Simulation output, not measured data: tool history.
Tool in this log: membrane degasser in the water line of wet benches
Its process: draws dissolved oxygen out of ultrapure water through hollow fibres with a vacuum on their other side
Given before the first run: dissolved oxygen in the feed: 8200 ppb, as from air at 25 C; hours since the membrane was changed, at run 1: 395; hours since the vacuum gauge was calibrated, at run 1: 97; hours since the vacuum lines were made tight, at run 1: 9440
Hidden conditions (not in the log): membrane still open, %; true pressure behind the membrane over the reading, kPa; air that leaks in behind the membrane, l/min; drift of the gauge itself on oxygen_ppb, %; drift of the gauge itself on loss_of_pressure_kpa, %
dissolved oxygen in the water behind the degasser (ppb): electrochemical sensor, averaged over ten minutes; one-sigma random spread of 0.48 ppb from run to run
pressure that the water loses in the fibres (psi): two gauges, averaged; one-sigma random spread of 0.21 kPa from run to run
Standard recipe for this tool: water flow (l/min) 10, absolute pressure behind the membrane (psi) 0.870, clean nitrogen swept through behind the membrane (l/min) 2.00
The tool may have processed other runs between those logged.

run	hour	water flow (l/min)	absolute pressure behind the membrane (psi)	clean nitrogen swept through behind the membrane (l/min)	hours since the membrane was changed	hours since the vacuum gauge was calibrated	hours since the vacuum lines were made tight	dissolved oxygen in the water behind the degasser (ppb)	pressure that the water loses in the fibres (psi)
1	0.0	10	0.870	2.00	395	97	9440	40.8	6.891
2	42.1	10	0.870	2.00	437	140	9482	38.9	6.844
3	87.9	10	0.870	2.00	483	185	9528	39.2	6.853
4	126.1	10	0.870	2.00	521	223	9566	39.1	6.807
5	159.1	10	0.870	2.00	554	256	9599	38.2	6.853
6	219.3	10	0.870	2.00	614	317	9659	40.1	6.862
7	247.9	10	0.870	2.00	643	345	9688	38.6	6.812
8	307.9	10	0.870	1.99	703	405	9748	39.4	6.840
9	350.6	10	0.870	1.99	745	448	9790	40.1	6.863
10	410.3	10	0.870	1.99	805	508	9850	38.7	6.796
11	465.6	10	0.870	1.99	860	563	9906	39.0	6.817
12	518.6	10	0.870	2.00	913	616	9958	39.6	6.854
13	553.7	10	0.870	2.00	948	651	9994	39.8	6.814
# hour 557.9: vacuum gauge calibrated
14	598.5	10	0.870	2.00	993	41	10038	39.5	6.870
15	666.8	10	0.870	2.00	1061	109	10106	38.9	6.901
16	716.3	10	0.870	2.00	1110	158	10156	40.0	6.828
# hour 757.4: vacuum gauge calibrated, once more
17	775.8	14	1.432	1.88	1169	18	10215	131.6	9.565
18	826.8	14	1.432	1.88	1220	69	10266	130.8	9.590
19	856.8	14	1.432	1.88	1250	99	10296	132.0	9.613
20	901.1	14	1.344	5.59	1295	144	10340	49.8	9.558
21	948.3	9	1.137	5.59	1342	191	10387	22.5	6.134
22	981.9	9	1.534	4.09	1376	224	10421	44.9	6.182
23	1038.5	12	1.504	1.32	1432	281	10477	163.5	8.269
24	1093.3	7	0.674	2.49	1487	336	10532	12.2	4.769
25	1143.2	7	0.674	2.49	1537	386	10582	12.1	4.825
26	1179.5	8	1.070	2.49	1573	422	10618	37.1	5.472
27	1207.7	8	1.070	2.49	1601	450	10647	37.7	5.451
28	1242.7	9	1.439	2.49	1636	485	10682	65.6	6.155
29	1298.4	10	1.134	1.26	1692	541	10737	96.0	6.889
30	1359.1	10	1.134	1.49	1753	602	10798	80.5	6.868
31	1388.6	10	0.870	2.46	1782	631	10828	33.2	6.850

Subtracting, for every run, the result it would have given without the tool's unlogged condition from the measured result gives the following. The same run-to-run variation enters both numbers; the gauge's scatter may not:
run	dissolved oxygen in the water behind the degasser (ppb)	pressure that the water loses in the fibres (psi)
1	+1.7	+0.009
2	+1.7	+0.010
3	+1.7	+0.012
4	+1.7	+0.013
5	+1.7	+0.013
6	+1.8	+0.015
7	+1.8	+0.016
8	+1.8	+0.016
9	+1.9	+0.019
10	+1.9	+0.019
11	+2.0	+0.020
12	+2.1	+0.022
13	+2.1	+0.023
14	+2.2	+0.025
15	+2.2	+0.026
16	+2.3	+0.028
17	+4.4	+0.039
18	+4.4	+0.041
19	+4.4	+0.044
20	+2.0	+0.044
21	+1.3	+0.030
22	+2.8	+0.030
23	+6.3	+0.042
24	+1.0	+0.025
25	+1.0	+0.026
26	+2.6	+0.032
27	+2.7	+0.032
28	+4.1	+0.036
29	+4.9	+0.041
30	+4.5	+0.042
31	+2.1	+0.044
